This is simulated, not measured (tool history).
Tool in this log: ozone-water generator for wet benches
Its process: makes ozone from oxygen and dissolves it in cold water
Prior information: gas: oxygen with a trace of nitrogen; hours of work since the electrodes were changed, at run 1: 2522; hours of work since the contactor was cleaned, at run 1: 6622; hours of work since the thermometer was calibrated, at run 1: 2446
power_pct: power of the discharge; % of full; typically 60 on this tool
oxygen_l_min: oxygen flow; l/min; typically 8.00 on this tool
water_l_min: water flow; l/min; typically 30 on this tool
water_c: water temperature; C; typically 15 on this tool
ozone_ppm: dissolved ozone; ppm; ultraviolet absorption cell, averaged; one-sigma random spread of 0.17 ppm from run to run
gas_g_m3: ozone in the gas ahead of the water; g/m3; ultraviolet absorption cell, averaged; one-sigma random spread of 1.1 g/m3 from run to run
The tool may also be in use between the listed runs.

run      day  power_pct  oxygen_l_min  water_l_min  water_c  hours of work since the electrodes were changed  hours of work since the contactor was cleaned  hours of work since the thermometer was calibrated  ozone_ppm  gas_g_m3
  1    0.000         60          8.00           30       15                                             2522                                           6622                                                2446       23.4     184.9
  2    4.550         60          8.00           30       15                                             2630                                           6730                                                2554       23.3     184.4
       8.712  -- water thermometer calibrated
  3   11.000         60          8.00           30       20                                             2784                                           6884                                                  55       21.7     184.4
  4   15.138         60          8.00           40       15                                             2883                                           6983                                                 153       18.6     185.4
  5   20.067         60          8.00           40       15                                             3000                                           7100                                                 271       18.8     184.0
  6   25.617         60          8.00           40       15                                             3133                                           7233                                                 404       18.5     183.8
  7   33.679         60          8.00           30       15                                             3325                                           7425                                                 596       23.7     185.5
  8   38.858         60          8.00           30       15                                             3449                                           7549                                                 720       23.5     184.1
  9   46.400         77          8.00           30       15                                             3629                                           7729                                                 900       26.7     210.5
 10   50.288         60          8.00           30       15                                             3722                                           7822                                                 992       23.3     183.0
 11   55.512         60          8.00           30       15                                             3846                                           7946                                                1117       23.4     183.1
 12   63.096         60          5.97           30       23                                             4027                                           8127                                                1298       19.5     203.9
 13   67.575         60         10.45           30       15                                             4134                                           8234                                                1405       24.2     165.1
 14   72.500         63         10.45           30       11                                             4252                                           8352                                                1523       26.8     171.6
 15   81.108         62          8.00           30       10                                             4457                                           8557                                                1728       25.2     186.0
 16   86.388         53          7.34           45       22                                             4583                                           8683                                                1854       14.4     178.1
 17   95.229         60          8.00           30       17                                             4794                                           8894                                                2065       22.7     182.7
 18  103.558         86          6.33           41       10                                             4993                                           9093                                                2264       21.9     243.9
     110.325  -- contactor cleaned
 19  112.429         77         10.72           19       15                                             5201                                             50                                                2472       36.5     186.1
     120.154  -- water thermometer calibrated
 20  120.154         40          8.00           42       15                                             5385                                            234                                                   0       14.2     147.6
 21  124.683         60          8.00           26       19                                             5493                                            342                                                 108       24.3     180.8

4 ways to go on from here, each from the tool as it stands after run 21. What would each give?
  A  133.750         60          8.00           30       19                                             5709                                            559                                                 324          ?         ?
  B  133.750         60          8.00           30       21                                             5709                                            559                                                 324          ?         ?
  C  133.750         41          8.00           30       15                                             5709                                            559                                                 324          ?         ?
  D  133.750         47          8.00           25       22                                             5709                                            559                                                 324          ?         ?

run  ozone_ppm  gas_g_m3
  A       21.8     181.4
  B       21.2     181.9
  C       19.0     147.3
  D       20.8     159.7
With no hidden state in the tool, these same runs would have given:
run  ozone_ppm  gas_g_m3
  A       21.8     185.2
  B       21.3     185.8
  C       19.0     150.3
  D       20.8     163.0
